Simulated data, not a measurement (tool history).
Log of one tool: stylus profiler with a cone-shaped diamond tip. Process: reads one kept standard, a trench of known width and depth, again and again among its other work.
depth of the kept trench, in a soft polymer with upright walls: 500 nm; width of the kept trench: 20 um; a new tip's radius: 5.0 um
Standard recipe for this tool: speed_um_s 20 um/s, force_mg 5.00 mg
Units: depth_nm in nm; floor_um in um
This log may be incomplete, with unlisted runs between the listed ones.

run,day,speed_um_s,force_mg,depth_nm,floor_um
1,0.000,20,5.00,507.35,15.53
2,0.388,20,5.00,507.43,15.52
3,0.867,46,5.00,507.21,15.50
4,1.683,46,5.00,507.12,15.46
5,2.312,46,5.00,507.23,15.43
6,2.967,20,5.00,507.04,15.58
7,3.808,20,4.08,506.47,15.53
8,4.538,20,4.08,506.26,15.55
9,5.271,10,4.73,506.94,15.57
10,6.025,54,3.59,505.89,15.34
11,6.675,47,6.79,508.70,15.45
12,7.467,8,4.46,506.76,15.64
13,7.942,16,2.21,504.24,15.55
14,8.529,79,1.78,503.55,15.06
15,8.896,5,10.38,511.83,15.64
16,9.479,7,3.80,505.86,15.61

Predict each of these 4 candidate next runs independently; none follows another, all start after run 16:
A,10.350,7,6.01,?,?
B,10.350,57,2.64,?,?
C,10.350,67,5.00,?,?
D,10.350,7,9.65,?,?

run,depth_nm,floor_um
A,507.94,15.56
B,504.74,15.26
C,507.12,15.30
D,511.34,15.62
Stripped of hidden state, with their random variation kept, the same runs would have yielded:
run,depth_nm,floor_um
A,507.94,15.57
B,504.75,15.27
C,507.13,15.31
D,511.34,15.63

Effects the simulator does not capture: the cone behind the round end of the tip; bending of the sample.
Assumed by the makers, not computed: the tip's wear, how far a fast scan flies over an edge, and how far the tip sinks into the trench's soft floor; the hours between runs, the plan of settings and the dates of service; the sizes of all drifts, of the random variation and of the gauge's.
